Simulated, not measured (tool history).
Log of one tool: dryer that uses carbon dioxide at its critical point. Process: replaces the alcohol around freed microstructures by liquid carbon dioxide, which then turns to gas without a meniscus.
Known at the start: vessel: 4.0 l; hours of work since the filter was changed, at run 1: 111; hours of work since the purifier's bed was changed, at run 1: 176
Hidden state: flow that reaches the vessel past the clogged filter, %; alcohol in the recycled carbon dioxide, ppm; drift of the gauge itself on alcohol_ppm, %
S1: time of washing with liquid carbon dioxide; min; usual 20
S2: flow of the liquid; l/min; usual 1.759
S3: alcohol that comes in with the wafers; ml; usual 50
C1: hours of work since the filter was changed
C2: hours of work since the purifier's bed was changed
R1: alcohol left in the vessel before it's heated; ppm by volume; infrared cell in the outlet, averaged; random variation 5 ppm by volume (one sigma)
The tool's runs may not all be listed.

run     day  S1     S2   S3   C1   C2    R1
  1   0.000  20  1.759   50  111  176    73
  2   0.250  20  1.759   50  114  180    64
  3   0.442  20  1.759   50  117  182    60
  4   0.679  20  1.759   50  120  185    66
  5   0.942  20  1.290   50  123  189   181
  6   1.142  20  1.290   50  126  192   190
  7   1.433  20  1.290   50  130  196   188
  8   1.879  20  1.290   50  136  202   189
  9   2.088  20  1.290   50  139  204   199
 10   2.367  20  1.290   50  142  208   192
 11   2.700  20  1.290   50  147  213   198
 12   3.142  20  1.290   50  153  219   188
 13   3.483  20  1.290   50  157  223   189
 14   3.804  20  1.290   50  162  227   210
 15   4.062  20  1.759   50  165  231    81
 16   4.500  13  1.759   50  171  237   289
 17   4.729  20  1.759   50  174  240    85
 18   5.133  20  1.759   50  180  245    77
 19   5.433  20  1.759   41  184  249    80
 20   5.829  20  1.759   50  189  255    85
 21   6.262  20  1.759   50  195  260    84
 22   6.667  20  1.759   50  200  266    89
 23   6.879  20  1.759   50  203  269    86
 24   7.121  20  1.840   50  206  272    84
 25   7.512  20  1.840   50  211  277    75
 26   7.812  20  1.840   50  215  281    78
 27   8.079  12  1.840   50  219  285   333
 28   8.475  12  1.840   50  224  290   347
 29   8.796  19  1.890   33  229  294    75
 30   9.129  19  1.370   40  233  299   180
 31   9.321  26  1.370   40  236  302    91
 32   9.642  26  1.370   40  240  306    91
 33  10.000  13  1.310   55  245  311   868
 34  10.279  18  1.440   44  249  314   217
 35  10.625  21  1.440   35  253  319   125
 36  10.846  21  1.440   35  256  322   119
 37  11.083  14  1.420  118  259  325  1162
 38  11.500  24  1.160   50  265  331   193
 39  11.875  13  1.670   50  270  336   410
 40  12.067  29  1.759   23  273  338    77
 41  12.500  16  1.759  112  278  344   333
 42  12.746  13  1.500   43  282  348   490
 43  13.183  13  1.500   43  288  353   485
 44  13.592  13  1.500   43  293  359   509
 45  13.779  13  1.500   48  296  361   538

Some steps in R1 between neighbouring runs. How much of each would the tool show without its hidden state too (settings, what came in, random variation), and how much is left for the hidden state, with any gauge scatter that isn't in both results?
Run 32 -> 33: S1 26 -> 13, S2 1.370 -> 1.310, S3 40 -> 55. R1 +777 ppm by volume: hidden state +161, all else +616.
Run 36 -> 37: S1 21 -> 14, S2 1.440 -> 1.420, S3 35 -> 118. R1 +1043 ppm by volume: hidden state +259, all else +784.
Run 37 -> 38: S1 14 -> 24, S2 1.420 -> 1.160, S3 118 -> 50. R1 -969 ppm by volume: hidden state -231, all else -738.

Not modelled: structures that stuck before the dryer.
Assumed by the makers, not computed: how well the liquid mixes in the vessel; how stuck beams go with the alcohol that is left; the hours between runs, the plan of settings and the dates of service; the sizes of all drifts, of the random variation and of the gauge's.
